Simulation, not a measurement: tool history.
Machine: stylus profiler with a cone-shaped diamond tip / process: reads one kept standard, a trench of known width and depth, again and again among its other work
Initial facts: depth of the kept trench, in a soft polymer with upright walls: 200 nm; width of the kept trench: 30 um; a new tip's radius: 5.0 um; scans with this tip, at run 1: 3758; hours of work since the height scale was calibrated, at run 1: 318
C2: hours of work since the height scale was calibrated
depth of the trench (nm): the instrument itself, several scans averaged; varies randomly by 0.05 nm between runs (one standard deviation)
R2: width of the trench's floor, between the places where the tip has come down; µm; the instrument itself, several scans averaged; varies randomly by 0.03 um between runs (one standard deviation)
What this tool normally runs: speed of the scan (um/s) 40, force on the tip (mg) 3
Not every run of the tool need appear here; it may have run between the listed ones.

Run 1, hour 0: usual settings; scans with this tip 3758; C2 318. Result: depth of the trench (nm) 204.01, R2 25.83 µm.
Run 2, hour 28.5: usual settings but force on the tip (mg) 8.19; scans with this tip 4011; C2 339. Result: depth of the trench (nm) 207.26, R2 25.86 µm.
Run 3, hour 49.4: usual settings but force on the tip (mg) 8.19; scans with this tip 4197; C2 355. Result: depth of the trench (nm) 207.27, R2 25.82 µm.
Run 4, hour 81.9: usual settings but force on the tip (mg) 8.19; scans with this tip 4485; C2 379. Result: depth of the trench (nm) 207.42, R2 25.74 µm.
Run 5, hour 104.2: usual settings but force on the tip (mg) 3.61; scans with this tip 4684; C2 396. Result: depth of the trench (nm) 204.44, R2 25.68 µm.
Run 6, hour 122.1: usual settings but force on the tip (mg) 3.61; scans with this tip 4842; C2 410. Result: depth of the trench (nm) 204.43, R2 25.65 µm.
Run 7, hour 138.5: usual settings but force on the tip (mg) 1.32; scans with this tip 4988; C2 422. Result: depth of the trench (nm) 202.57, R2 25.46 µm.
Run 8, hour 170.1: usual settings; scans with this tip 5269; C2 446. Result: depth of the trench (nm) 203.98, R2 25.5 µm.
Run 9, hour 186.4: usual settings; scans with this tip 5414; C2 458. Result: depth of the trench (nm) 203.97, R2 25.44 µm.
Run 10, hour 221: usual settings; scans with this tip 5721; C2 484. Result: depth of the trench (nm) 204.1, R2 25.35 µm.
Run 11, hour 247.3: usual settings; scans with this tip 5954; C2 504. Result: depth of the trench (nm) 204.04, R2 25.35 µm.
Run 12, hour 282.7: usual settings; scans with this tip 6269; C2 530. Result: depth of the trench (nm) 204.1, R2 25.29 µm.
Run 13, hour 307.2: usual settings but speed of the scan (um/s) 30; scans with this tip 6486; C2 549. Result: depth of the trench (nm) 204.19, R2 25.35 µm.
Run 14, hour 331.6: usual settings but speed of the scan (um/s) 30; scans with this tip 6703; C2 567. Result: depth of the trench (nm) 204.11, R2 25.24 µm.
Run 15, hour 364.5: usual settings but speed of the scan (um/s) 21; scans with this tip 6996; C2 592. Result: depth of the trench (nm) 204.19, R2 25.2 µm.
Run 16, hour 385.9: usual settings but speed of the scan (um/s) 21; scans with this tip 7185; C2 608. Result: depth of the trench (nm) 204.22, R2 25.22 µm.
Run 17, hour 408.8: usual settings but force on the tip (mg) 1.52; scans with this tip 7389; C2 625. Result: depth of the trench (nm) 202.95, R2 24.98 µm.
Run 18, hour 433.2: usual settings but force on the tip (mg) 1.52; scans with this tip 7606; C2 643. Result: depth of the trench (nm) 202.96, R2 24.89 µm.
Run 19, hour 453.9: usual settings; scans with this tip 7789; C2 659. Result: depth of the trench (nm) 204.22, R2 25.02 µm.
Run 20, hour 480.1: usual settings; scans with this tip 8022; C2 679. Result: depth of the trench (nm) 204.21, R2 24.99 µm.
Run 21, hour 514.8: usual settings; scans with this tip 8330; C2 705. Result: depth of the trench (nm) 204.25, R2 24.91 µm.
Run 22, hour 552.8: usual settings but speed of the scan (um/s) 59, force on the tip (mg) 4.18; scans with this tip 8668; C2 733. Result: depth of the trench (nm) 205.17, R2 24.78 µm.
Run 23, hour 569.9: usual settings but speed of the scan (um/s) 63, force on the tip (mg) 1.06; scans with this tip 8819; C2 746. Result: depth of the trench (nm) 202.66, R2 24.54 µm.
Run 24, hour 595.3: usual settings but speed of the scan (um/s) 63, force on the tip (mg) 1.06; scans with this tip 9045; C2 765. Result: depth of the trench (nm) 202.61, R2 24.42 µm.
Run 25, hour 630.5: usual settings but speed of the scan (um/s) 14, force on the tip (mg) 5.38; scans with this tip 9358; C2 792. Result: depth of the trench (nm) 206.01, R2 24.89 µm.
Run 26, hour 649.2: usual settings but speed of the scan (um/s) 115, force on the tip (mg) 5.31; scans with this tip 9524; C2 806. Result: depth of the trench (nm) 206.07, R2 24.45 µm.
Run 27, hour 685.4: usual settings but speed of the scan (um/s) 115, force on the tip (mg) 5.31; scans with this tip 9845; C2 833. Result: depth of the trench (nm) 206.02, R2 24.43 µm.
Run 28, hour 704.8: usual settings but speed of the scan (um/s) 156, force on the tip (mg) 3.53; scans with this tip 10018; C2 847. Result: depth of the trench (nm) 204.87, R2 24.1 µm.
At hour 712: new tip fitted, height scale calibrated.
Run 29, hour 728.6: usual settings but speed of the scan (um/s) 156, force on the tip (mg) 3.53; scans with this tip 148; C2 12. Result: depth of the trench (nm) 203.96, R2 26.48 µm.
Run 30, hour 748.3: usual settings but speed of the scan (um/s) 156, force on the tip (mg) 3.53; scans with this tip 322; C2 27. Result: depth of the trench (nm) 203.93, R2 26.45 µm.
Run 31, hour 783.5: usual settings but speed of the scan (um/s) 52, force on the tip (mg) 5.45; scans with this tip 635; C2 54. Result: depth of the trench (nm) 205.23, R2 26.87 µm.
Run 32, hour 805.6: usual settings but speed of the scan (um/s) 31, force on the tip (mg) 5.45; scans with this tip 831; C2 70. Result: depth of the trench (nm) 205.26, R2 26.89 µm.
Run 33, hour 837.3: usual settings but speed of the scan (um/s) 43, force on the tip (mg) 5.6; scans with this tip 1113; C2 94. Result: depth of the trench (nm) 205.48, R2 26.77 µm.
Run 34, hour 857: usual settings but speed of the scan (um/s) 43, force on the tip (mg) 8.84; scans with this tip 1288; C2 109. Result: depth of the trench (nm) 207.29, R2 26.76 µm.
Run 35, hour 880.8: usual settings but speed of the scan (um/s) 26, force on the tip (mg) 7.3; scans with this tip 1499; C2 127. Result: depth of the trench (nm) 206.44, R2 26.67 µm.
Run 36, hour 898.7: usual settings but speed of the scan (um/s) 38; scans with this tip 1658; C2 140. Result: depth of the trench (nm) 203.69, R2 26.53 µm.
Run 37, hour 936.1: usual settings but speed of the scan (um/s) 22, force on the tip (mg) 3.31; scans with this tip 1990; C2 168. Result: depth of the trench (nm) 203.9, R2 26.55 µm.

3 ways to go on from here, each from the tool as it stands after run 37. What would each give?
Run A, hour 973.3: usual settings but speed of the scan (um/s) 18, force on the tip (mg) 1.26; scans with this tip 2320; C2 196. Result: depth of the trench (nm) ?, R2 ?.
Run B, hour 973.3: usual settings but force on the tip (mg) 3.26; scans with this tip 2320; C2 196. Result: depth of the trench (nm) ?, R2 ?.
Run C, hour 973.3: usual settings but speed of the scan (um/s) 14, force on the tip (mg) 3.31; scans with this tip 2320; C2 196. Result: depth of the trench (nm) ?, R2 ?.

run  depth of the trench (nm)     R2
  A                    202.18  26.43
  B                    203.91  26.35
  C                    203.88  26.55
What these runs would have given with no unlogged condition in the tool:
run  depth of the trench (nm)     R2
  A                       202  27.07
  B                    203.73  26.99
  C                     203.7  27.19

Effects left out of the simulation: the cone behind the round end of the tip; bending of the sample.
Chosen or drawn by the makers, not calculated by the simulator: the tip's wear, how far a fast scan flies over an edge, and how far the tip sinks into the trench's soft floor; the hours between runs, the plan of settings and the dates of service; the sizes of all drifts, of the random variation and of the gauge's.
